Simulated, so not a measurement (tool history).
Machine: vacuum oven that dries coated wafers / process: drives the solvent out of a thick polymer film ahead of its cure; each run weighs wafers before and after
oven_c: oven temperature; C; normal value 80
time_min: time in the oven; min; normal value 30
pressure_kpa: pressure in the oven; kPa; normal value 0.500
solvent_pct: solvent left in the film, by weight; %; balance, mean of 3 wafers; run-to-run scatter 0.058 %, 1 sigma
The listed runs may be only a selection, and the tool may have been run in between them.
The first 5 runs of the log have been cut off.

{"run": 6, "hour": 93.5, "oven_c": 80, "time_min": 30, "pressure_kpa": 0.5, "solvent_pct": 2.83}
{"run": 7, "hour": 110.2, "oven_c": 80, "time_min": 30, "pressure_kpa": 1.142, "solvent_pct": 3.49}
{"run": 8, "hour": 129.8, "oven_c": 88, "time_min": 30, "pressure_kpa": 0.5, "solvent_pct": 1.22}
{"run": 9, "hour": 140.1, "oven_c": 94, "time_min": 30, "pressure_kpa": 0.5, "solvent_pct": 0.74}
{"run": 10, "hour": 159.0, "oven_c": 94, "time_min": 30, "pressure_kpa": 0.5, "solvent_pct": 0.72}
{"run": 11, "hour": 184.0, "oven_c": 94, "time_min": 30, "pressure_kpa": 0.5, "solvent_pct": 0.79}
{"run": 12, "hour": 195.7, "oven_c": 94, "time_min": 30, "pressure_kpa": 0.5, "solvent_pct": 0.66}
{"run": 13, "hour": 214.7, "oven_c": 80, "time_min": 30, "pressure_kpa": 0.5, "solvent_pct": 2.91}
{"run": 14, "hour": 234.1, "oven_c": 80, "time_min": 30, "pressure_kpa": 0.5, "solvent_pct": 2.79}
{"run": 15, "hour": 259.4, "oven_c": 80, "time_min": 23, "pressure_kpa": 0.5, "solvent_pct": 3.85}
{"run": 16, "hour": 277.2, "oven_c": 80, "time_min": 30, "pressure_kpa": 0.5, "solvent_pct": 2.83}
{"run": 17, "hour": 298.8, "oven_c": 80, "time_min": 30, "pressure_kpa": 0.5, "solvent_pct": 2.83}
{"run": 18, "hour": 317.9, "oven_c": 80, "time_min": 30, "pressure_kpa": 0.5, "solvent_pct": 2.79}
{"run": 19, "hour": 338.6, "oven_c": 80, "time_min": 30, "pressure_kpa": 0.5, "solvent_pct": 2.85}
{"run": 20, "hour": 360.0, "oven_c": 80, "time_min": 30, "pressure_kpa": 0.5, "solvent_pct": 2.89}
{"run": 21, "hour": 381.2, "oven_c": 80, "time_min": 18, "pressure_kpa": 0.5, "solvent_pct": 4.63}
{"run": 22, "hour": 396.8, "oven_c": 80, "time_min": 18, "pressure_kpa": 0.5, "solvent_pct": 4.54}
{"run": 23, "hour": 418.7, "oven_c": 80, "time_min": 18, "pressure_kpa": 0.5, "solvent_pct": 4.65}
{"run": 24, "hour": 441.9, "oven_c": 80, "time_min": 30, "pressure_kpa": 0.35, "solvent_pct": 2.63}
{"run": 25, "hour": 459.8, "oven_c": 80, "time_min": 30, "pressure_kpa": 0.35, "solvent_pct": 2.78}
{"run": 26, "hour": 481.7, "oven_c": 80, "time_min": 30, "pressure_kpa": 0.35, "solvent_pct": 2.66}
{"run": 27, "hour": 498.0, "oven_c": 79, "time_min": 18, "pressure_kpa": 1.806, "solvent_pct": 6.18}
{"run": 28, "hour": 511.2, "oven_c": 79, "time_min": 18, "pressure_kpa": 1.806, "solvent_pct": 6.16}
{"run": 29, "hour": 530.9, "oven_c": 90, "time_min": 30, "pressure_kpa": 0.345, "solvent_pct": 0.98}
{"run": 30, "hour": 546.4, "oven_c": 90, "time_min": 30, "pressure_kpa": 0.345, "solvent_pct": 0.94}

What will run 31 give?
{"run": 31, "hour": 560.6, "oven_c": 84, "time_min": 18, "pressure_kpa": 0.363, "solvent_pct": "?"}

{"run 31": {"solvent_pct": 3.48}}
With the hidden condition absent and the run-to-run variation left alone, this run would have shown solvent_pct 3.48 %.

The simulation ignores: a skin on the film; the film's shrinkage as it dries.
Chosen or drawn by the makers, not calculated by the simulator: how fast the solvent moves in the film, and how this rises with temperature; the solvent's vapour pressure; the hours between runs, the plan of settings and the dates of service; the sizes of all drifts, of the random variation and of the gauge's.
